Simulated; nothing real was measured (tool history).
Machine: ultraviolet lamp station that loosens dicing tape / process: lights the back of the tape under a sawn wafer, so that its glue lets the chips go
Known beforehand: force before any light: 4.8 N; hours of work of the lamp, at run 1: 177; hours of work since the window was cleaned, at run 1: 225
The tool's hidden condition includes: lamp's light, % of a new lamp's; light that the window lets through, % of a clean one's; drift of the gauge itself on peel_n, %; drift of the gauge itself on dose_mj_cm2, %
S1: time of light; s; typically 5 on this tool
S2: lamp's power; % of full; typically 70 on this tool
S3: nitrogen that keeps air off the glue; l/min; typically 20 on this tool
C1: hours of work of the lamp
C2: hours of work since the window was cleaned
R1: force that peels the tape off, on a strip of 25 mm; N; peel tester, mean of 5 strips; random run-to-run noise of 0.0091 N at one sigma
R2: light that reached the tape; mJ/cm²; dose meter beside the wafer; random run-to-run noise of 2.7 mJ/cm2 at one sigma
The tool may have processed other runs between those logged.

| run | hour | S1 | S2 | S3 | C1 | C2 | R1 | R2 |
|---|---|---|---|---|---|---|---|---|
| 1 | 0.0 | 5 | 70 | 20 | 177 | 225 | 0.461 | 332 |
| 2 | 16.3 | 5 | 70 | 20 | 188 | 237 | 0.472 | 333 |
| 3 | 27.3 | 5 | 70 | 7 | 196 | 245 | 0.831 | 332 |
| 4 | 41.4 | 5 | 70 | 8 | 206 | 255 | 0.777 | 331 |
| 5 | 50.3 | 5 | 70 | 8 | 213 | 261 | 0.760 | 333 |
| 6 | 58.6 | 5 | 70 | 8 | 219 | 267 | 0.767 | 329 |
| 7 | 72.0 | 5 | 70 | 20 | 228 | 277 | 0.519 | 330 |
| 8 | 85.8 | 5 | 70 | 22 | 238 | 287 | 0.490 | 327 |
| 9 | 100.1 | 5 | 70 | 22 | 248 | 297 | 0.500 | 328 |
| 10 | 113.0 | 5 | 70 | 22 | 258 | 306 | 0.485 | 326 |
| 11 | 126.7 | 5 | 70 | 22 | 268 | 316 | 0.474 | 327 |
| 12 | 137.1 | 5 | 70 | 22 | 275 | 323 | 0.489 | 320 |
| 13 | 150.2 | 5 | 70 | 22 | 284 | 333 | 0.497 | 323 |
| 14 | 158.6 | 5 | 70 | 20 | 291 | 339 | 0.538 | 314 |
| 15 | 165.8 | 5 | 70 | 20 | 296 | 344 | 0.520 | 318 |
| 16 | 182.1 | 5 | 70 | 20 | 307 | 356 | 0.548 | 317 |
| 17 | 190.8 | 8 | 70 | 20 | 314 | 362 | 0.193 | 506 |
| 18 | 204.4 | 8 | 70 | 20 | 323 | 372 | 0.189 | 502 |
| 19 | 217.5 | 8 | 70 | 20 | 333 | 381 | 0.185 | 504 |
| 20 | 227.1 | 5 | 70 | 20 | 340 | 388 | 0.553 | 318 |
| 21 | 243.2 | 5 | 70 | 20 | 351 | 400 | 0.555 | 313 |
| 22 | 251.3 | 5 | 70 | 20 | 357 | 406 | 0.544 | 307 |
| 23 | 263.2 | 7 | 81 | 23 | 366 | 414 | 0.179 | 502 |
| 24 | 277.7 | 5 | 99 | 20 | 376 | 424 | 0.270 | 431 |
| 25 | 285.8 | 5 | 70 | 12 | 382 | 430 | 0.701 | 311 |
| 26 | 300.1 | 4 | 62 | 12 | 392 | 441 | 1.250 | 211 |
| 27 | 316.5 | 4 | 62 | 12 | 404 | 452 | 1.291 | 217 |
| 28 | 329.3 | 7 | 93 | 12 | 413 | 462 | 0.201 | 564 |
| 29 | 338.6 | 7 | 93 | 12 | 420 | 468 | 0.203 | 563 |
| 30 | 347.2 | 7 | 93 | 12 | 426 | 474 | 0.202 | 566 |
| 31 | 362.6 | 5 | 88 | 20 | 437 | 485 | 0.371 | 376 |
|  | 367.9 | window cleaned of glue's vapour |
| 32 | 373.9 | 5 | 80 | 8 | 445 | 4 | 0.620 | 379 |
| 33 | 383.8 | 5 | 80 | 8 | 452 | 11 | 0.624 | 373 |
| 34 | 392.9 | 5 | 91 | 18 | 458 | 18 | 0.299 | 425 |
| 35 | 401.4 | 9 | 85 | 18 | 465 | 24 | 0.090 | 712 |
| 36 | 411.9 | 5 | 63 | 7 | 472 | 32 | 0.994 | 293 |
| 37 | 423.3 | 5 | 63 | 7 | 480 | 40 | 1.006 | 292 |
| 38 | 436.4 | 2 | 64 | 20 | 490 | 49 | 2.037 | 117 |
| 39 | 447.2 | 6 | 76 | 14 | 497 | 57 | 0.357 | 422 |
| 40 | 462.4 | 8 | 64 | 7 | 508 | 68 | 0.403 | 475 |
| 41 | 477.5 | 3 | 79 | 10 | 519 | 79 | 1.331 | 217 |
| 42 | 484.4 | 3 | 79 | 10 | 524 | 84 | 1.322 | 217 |
| 43 | 491.6 | 3 | 79 | 10 | 529 | 89 | 1.329 | 208 |

4 ways to go on from here, each from the tool as it stands after run 43. What would each give?
| A | 507.1 | 2 | 70 | 20 | 540 | 100 | ? | ? |
| B | 507.1 | 5 | 75 | 20 | 540 | 100 | ? | ? |
| C | 507.1 | 7 | 71 | 27 | 540 | 100 | ? | ? |
| D | 507.1 | 3 | 79 | 8 | 540 | 100 | ? | ? |

| run | R1 | R2 |
|---|---|---|
| A | 1.941 | 125 |
| B | 0.464 | 334 |
| C | 0.208 | 450 |
| D | 1.507 | 209 |
Without the tool's unlogged condition, the same runs would have read:
| run | R1 | R2 |
|---|---|---|
| A | 1.652 | 147 |
| B | 0.320 | 395 |
| C | 0.141 | 531 |
| D | 1.218 | 247 |
